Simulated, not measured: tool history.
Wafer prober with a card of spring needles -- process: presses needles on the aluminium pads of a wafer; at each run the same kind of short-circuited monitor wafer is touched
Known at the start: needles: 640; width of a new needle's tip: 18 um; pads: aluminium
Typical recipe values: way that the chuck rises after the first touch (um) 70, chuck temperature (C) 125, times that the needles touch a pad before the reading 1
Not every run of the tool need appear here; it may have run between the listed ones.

run,hour,way that the chuck rises after the first touch (um),chuck temperature (C),times that the needles touch a pad before the reading,resistance of one needle with its contact and lead (mohm),way that a needle slides on the pad (um)
1,0,70,125,1,205,8.88
2,19.5,70,125,1,200,8.97
3,34.9,70,125,1,200,8.96
4,57.2,70,100,1,192,9
5,69.7,70,96,1,195,8.88
6,87.2,70,125,1,202,8.96
7,98,70,71,1,191,8.9
8,121.7,70,71,1,193,8.97
9,144.7,70,71,1,189,8.99
10,157,70,125,1,202,9.01
11,172.7,70,42,1,183,8.95
12,185.1,70,125,1,201,8.95
13,208,70,125,1,201,8.94
14,230.2,70,125,1,201,8.9
15,240.9,70,125,1,202,9.02
16,266.1,70,41,1,180,8.86
17,283,62,41,1,186,7.93
18,298.2,62,41,1,188,7.83
19,324.3,62,41,1,190,7.9
20,343,62,41,2,185,7.98
21,369,51,33,2,187,6.41
22,383.7,78,65,2,188,9.94
23,407.1,78,65,2,187,9.85
24,427.4,78,65,2,189,9.87
25,438.6,71,117,2,194,8.98
26,463.2,71,117,2,201,9.13
27,479.8,73,69,1,190,9.29
28,505.7,54,125,1,207,6.93
29,519.4,54,125,1,203,6.85
30,531.3,56,36,3,186,7.24

Put back what was entered between runs (53 entries, withheld): which listed runs does each sit between, and how does the hidden state differ from the listed run before to the listed run after?
In the gap between runs 1 and 2: tips cleaned on abrasive film (hour 10.8)
  debris on the tips, nm: 0 -> 0.5
In the gap between runs 2 and 3: tips cleaned on abrasive film (hour 20.8); tips cleaned on abrasive film (hour 30.9)
  debris on the tips, nm: 0.5 -> 0.3
In the gap between runs 3 and 4: tips cleaned on abrasive film (hour 40.8); tips cleaned on abrasive film (hour 50.8)
  debris on the tips, nm: 0.3 -> 0.4
In the gap between runs 4 and 5: tips cleaned on abrasive film (hour 61.7)
  debris on the tips, nm: 0.4 -> 0.6
In the gap between runs 5 and 6: tips cleaned on abrasive film (hour 71.4); tips cleaned on abrasive film (hour 81.3)
  debris on the tips, nm: 0.6 -> 0.4
In the gap between runs 6 and 7: tips cleaned on abrasive film (hour 90.8)
  debris on the tips, nm: 0.4 -> 0.5; way that the needles fall short of the set height, um: 0.03 -> 0.04
In the gap between runs 7 and 8: tips cleaned on abrasive film (hour 100.4); tips cleaned on abrasive film (hour 111.3); tips cleaned on abrasive film (hour 120.9)
  debris on the tips, nm: 0.5 -> 0.1
In the gap between runs 8 and 9: tips cleaned on abrasive film (hour 131.2); tips cleaned on abrasive film (hour 140.6)
  debris on the tips, nm: 0.1 -> 0.3
In the gap between runs 9 and 10: tips cleaned on abrasive film (hour 150.9)
  debris on the tips, nm: 0.3 -> 0.5
In the gap between runs 10 and 11: tips cleaned on abrasive film (hour 161.5); tips cleaned on abrasive film (hour 170.9)
  debris on the tips, nm: 0.5 -> 0.2; tips' diameter, um: 18.01 -> 18.02
In the gap between runs 11 and 12: tips cleaned on abrasive film (hour 180.9)
  debris on the tips, nm: 0.2 -> 0.3
In the gap between runs 12 and 13: tips cleaned on abrasive film (hour 190.4); tips cleaned on abrasive film (hour 200.3)
  debris on the tips, nm: 0.3 -> 0.6; way that the needles fall short of the set height, um: 0.04 -> 0.05
In the gap between runs 13 and 14: tips cleaned on abrasive film (hour 209.8); tips cleaned on abrasive film (hour 219.1); tips cleaned on abrasive film (hour 229.5)
  debris on the tips, nm: 0.6 -> 0.1
In the gap between runs 14 and 15: tips cleaned on abrasive film (hour 239.1)
  debris on the tips, nm: 0.1 -> 0.2
In the gap between runs 15 and 16: tips cleaned on abrasive film (hour 250.3); tips cleaned on abrasive film (hour 259.9)
  debris on the tips, nm: 0.2 -> 0.4
In the gap between runs 16 and 17: tips cleaned on abrasive film (hour 270); tips cleaned on abrasive film (hour 280.8)
  debris on the tips, nm: 0.4 -> 0.2
In the gap between runs 17 and 18: tips cleaned on abrasive film (hour 290.1); height of the first contact set anew (hour 295.2)
  debris on the tips, nm: 0.2 -> 0.5; way that the needles fall short of the set height, um: 0.05 -> 0
In the gap between runs 18 and 19: tips cleaned on abrasive film (hour 300.2); tips cleaned on abrasive film (hour 310.3); tips cleaned on abrasive film (hour 320.5)
  debris on the tips, nm: 0.5 -> 0.3
In the gap between runs 19 and 20: tips cleaned on abrasive film (hour 331); tips cleaned on abrasive film (hour 341.5)
  debris on the tips, nm: 0.3 -> 0.2
In the gap between runs 20 and 21: tips cleaned on abrasive film (hour 351.7); tips cleaned on abrasive film (hour 362.1)
  debris on the tips, nm: 0.2 -> 0.5; way that the needles fall short of the set height, um: 0 -> 0.01
In the gap between runs 21 and 22: tips cleaned on abrasive film (hour 372.2); tips cleaned on abrasive film (hour 382.5)
  debris on the tips, nm: 0.5 -> 0.1
In the gap between runs 22 and 23: tips cleaned on abrasive film (hour 392.5); tips cleaned on abrasive film (hour 402.1)
  debris on the tips, nm: 0.1 -> 0.4
In the gap between runs 23 and 24: tips cleaned on abrasive film (hour 411.4); tips cleaned on abrasive film (hour 422.2)
  the hidden state is the same at both runs
In the gap between runs 24 and 25: tips cleaned on abrasive film (hour 433.1)
  the hidden state is the same at both runs
In the gap between runs 25 and 26: tips cleaned on abrasive film (hour 442.4); tips cleaned on abrasive film (hour 452.2); tips cleaned on abrasive film (hour 462.2)
  debris on the tips, nm: 0.4 -> 0.1; way that the needles fall short of the set height, um: 0.01 -> 0.02
In the gap between runs 26 and 27: tips cleaned on abrasive film (hour 473.3)
  debris on the tips, nm: 0.1 -> 0.4
In the gap between runs 27 and 28: tips cleaned on abrasive film (hour 483.7); tips cleaned on abrasive film (hour 494.6); tips cleaned on abrasive film (hour 504.5)
  debris on the tips, nm: 0.4 -> 0.2; tips' diameter, um: 18.02 -> 18.03
In the gap between runs 28 and 29: tips cleaned on abrasive film (hour 514.7)
  debris on the tips, nm: 0.2 -> 0.3
In the gap between runs 29 and 30: tips cleaned on abrasive film (hour 524.6)
  debris on the tips, nm: 0.3 -> 0.5
